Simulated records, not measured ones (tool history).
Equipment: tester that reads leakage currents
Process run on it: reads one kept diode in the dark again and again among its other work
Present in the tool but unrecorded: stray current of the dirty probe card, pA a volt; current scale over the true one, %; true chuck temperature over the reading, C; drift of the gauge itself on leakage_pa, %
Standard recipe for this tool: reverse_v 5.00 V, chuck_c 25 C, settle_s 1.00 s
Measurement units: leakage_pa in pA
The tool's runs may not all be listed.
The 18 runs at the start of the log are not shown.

run	day	reverse_v	chuck_c	settle_s	hours of work since the probe card was cleaned	hours of work since the tester was calibrated	hours of work since the chuck was calibrated	leakage_pa
19	26.558	5.00	43	1.00	104	1239	475	448.95
20	28.275	1.18	22	0.50	127	1262	498	36.81
21	30.221	11.00	25	7.33	153	1288	524	176.62
22	31.112	11.00	25	7.33	165	1300	536	177.32
23	32.383	9.36	38	3.92	182	1317	553	453.45
# day 33.000: chuck's temperature calibrated
24	33.942	3.44	25	0.43	202	1337	13	84.75
25	35.083	3.44	25	0.43	217	1352	28	85.31
26	36.904	1.86	33	6.58	241	1376	52	109.23
27	38.700	6.76	23	2.97	265	1400	76	106.27
28	40.258	6.76	23	2.97	286	1421	97	107.15
29	42.267	1.35	27	6.30	312	1447	123	56.73
30	43.129	1.35	27	6.30	324	1459	135	56.79
31	44.725	1.35	27	6.30	345	1480	156	56.97
32	46.183	1.90	27	0.50	365	1500	175	71.19
33	47.450	2.99	31	0.32	381	1516	192	131.19
34	49.367	1.06	23	0.37	407	1542	218	36.80
35	51.121	1.38	23	8.79	430	1565	241	42.16

5 options for the next run, each taken on its own from the tool as it stands now. Forecast them:
A	52.267	14.40	23	8.79	446	1580	256	?
B	52.267	17.35	23	8.79	446	1580	256	?
C	52.267	5.00	35	0.59	446	1580	256	?
D	52.267	2.23	33	1.00	446	1580	256	?
E	52.267	16.84	56	1.00	446	1580	256	?

run	leakage_pa
A	172.94
B	193.82
C	243.89
D	127.94
E	2329.59
What these runs would have given with no unlogged condition in the tool:
run	leakage_pa
A	159.16
B	178.05
C	229.59
D	120.42
E	2213.85
